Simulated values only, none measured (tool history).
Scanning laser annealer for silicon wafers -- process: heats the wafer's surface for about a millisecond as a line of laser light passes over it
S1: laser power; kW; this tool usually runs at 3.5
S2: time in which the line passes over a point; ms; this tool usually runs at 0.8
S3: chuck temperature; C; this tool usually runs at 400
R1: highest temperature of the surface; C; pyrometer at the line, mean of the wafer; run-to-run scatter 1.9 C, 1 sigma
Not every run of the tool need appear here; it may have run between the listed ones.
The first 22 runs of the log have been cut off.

run 23 hour=159.3 | S1=3.626 S2=0.725 S3=395 | R1=1171
run 24 hour=163.5 | S1=3.626 S2=0.725 S3=395 | R1=1170
run 25 hour=167.8 | S1=3.5 S2=0.923 S3=400 | R1=1237
run 26 hour=174.2 | S1=3.519 S2=0.598 S3=400 | R1=1081
run 27 hour=179.4 | S1=3.023 S2=0.611 S3=408 | R1=992
run 28 hour=183.4 | S1=3.552 S2=0.907 S3=386 | R1=1227
-- hour=190.4 optics aligned, line set to its width, once more
run 29 hour=196.9 | S1=3.313 S2=0.858 S3=374 | R1=1152
run 30 hour=201.4 | S1=3.313 S2=0.858 S3=374 | R1=1152
run 31 hour=209.4 | S1=3.404 S2=0.641 S3=421 | R1=1121
run 32 hour=216.1 | S1=3.5 S2=0.868 S3=437 | R1=1269
run 33 hour=221.5 | S1=3.138 S2=0.934 S3=416 | R1=1178
run 34 hour=229.8 | S1=3.5 S2=0.587 S3=414 | R1=1104
run 35 hour=235.1 | S1=3.5 S2=0.587 S3=414 | R1=1105
run 36 hour=241.9 | S1=3.102 S2=0.944 S3=360 | R1=1115

Predict each of these 4 candidate next runs independently; none follows another, all start after run 36:
run A hour=249.2 | S1=3.179 S2=0.693 S3=397 | R1=?
run B hour=249.2 | S1=3.843 S2=0.944 S3=419 | R1=?
run C hour=249.2 | S1=3.147 S2=0.598 S3=400 | R1=?
run D hour=249.2 | S1=3.102 S2=0.817 S3=360 | R1=?

run=A R1=1071
run=B R1=1381
run=C R1=1017
run=D R1=1066
The same runs, with their run-to-run variation unchanged, on a tool lacking any hidden condition would have given:
run=A R1=1081
run=B R1=1395
run=C R1=1026
run=D R1=1077
